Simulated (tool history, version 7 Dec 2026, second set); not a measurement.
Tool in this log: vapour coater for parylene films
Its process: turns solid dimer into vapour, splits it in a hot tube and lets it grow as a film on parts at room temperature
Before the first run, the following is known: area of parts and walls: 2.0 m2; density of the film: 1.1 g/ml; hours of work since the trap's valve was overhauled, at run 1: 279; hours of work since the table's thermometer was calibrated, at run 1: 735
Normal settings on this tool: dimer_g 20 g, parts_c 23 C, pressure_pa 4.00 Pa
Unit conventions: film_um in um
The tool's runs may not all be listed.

run	hour	dimer_g	parts_c	pressure_pa	hours of work since the trap's valve was overhauled	hours of work since the table's thermometer was calibrated	film_um
1	0.0	20	23	4.00	279	735	5.20
2	27.2	20	23	6.27	297	753	4.73
3	50.6	20	23	6.27	313	769	4.76
4	82.5	20	23	6.27	335	791	4.66
5	117.7	20	23	6.27	358	814	4.75
6	161.4	20	30	4.00	388	844	4.06
7	184.2	20	30	4.00	403	859	4.10
8	209.1	20	16	4.00	420	876	6.52
9	252.9	20	23	4.00	450	905	5.08
10	273.5	20	23	4.00	463	919	5.16
11	305.0	20	23	4.00	485	941	5.13
12	349.7	20	23	4.00	515	971	5.09
# hour 357.5: trap's valve overhauled
13	396.9	20	23	4.00	27	1000	4.76
14	417.7	30	20	4.00	41	1014	7.98
15	453.8	10	16	4.00	65	1038	2.98
# hour 460.6: trap's valve overhauled, once more
16	501.4	10	16	4.00	27	1068	3.38

What does the tool deliver on the next run?
17	541.3	13	25	4.19	54	1094	?

{"run 17": {"film_um": 3.23}}
Without the tool's hidden state the same run would have given film_um 3.34 um.
